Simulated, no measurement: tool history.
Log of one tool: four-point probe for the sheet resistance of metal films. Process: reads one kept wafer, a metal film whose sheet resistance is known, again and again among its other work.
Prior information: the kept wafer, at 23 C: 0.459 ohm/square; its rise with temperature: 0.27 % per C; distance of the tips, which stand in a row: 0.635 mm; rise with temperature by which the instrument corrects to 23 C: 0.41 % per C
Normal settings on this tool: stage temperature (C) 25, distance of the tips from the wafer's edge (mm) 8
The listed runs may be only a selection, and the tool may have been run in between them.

run,hour,stage temperature (C),distance of the tips from the wafer's edge (mm),sheet resistance as the instrument gives it (ohm/square)
1,0.0,25,8,0.458499
2,25.9,25,8,0.458472
3,38.4,25,54,0.457194
4,63.4,25,54,0.457131
5,90.9,25,54,0.456862
# hour 94.0: stage's thermometer calibrated
6,111.2,25,21,0.457116
7,126.3,25,21,0.457136
8,141.1,26,5,0.459956
9,157.4,21,17,0.459755
10,186.1,24,70,0.457538

What if the next run were any one of these 4? Each begins from the tool's condition after run 10:
A,202.2,19,10,?
B,202.2,26,43,?
C,202.2,31,4,?
D,202.2,23,8,?

run,sheet resistance as the instrument gives it (ohm/square)
A,0.461860
B,0.456048
C,0.458950
D,0.459746
Had the tool no hidden state, the same runs would have come out as:
run,sheet resistance as the instrument gives it (ohm/square)
A,0.462829
B,0.457001
C,0.459906
D,0.460709

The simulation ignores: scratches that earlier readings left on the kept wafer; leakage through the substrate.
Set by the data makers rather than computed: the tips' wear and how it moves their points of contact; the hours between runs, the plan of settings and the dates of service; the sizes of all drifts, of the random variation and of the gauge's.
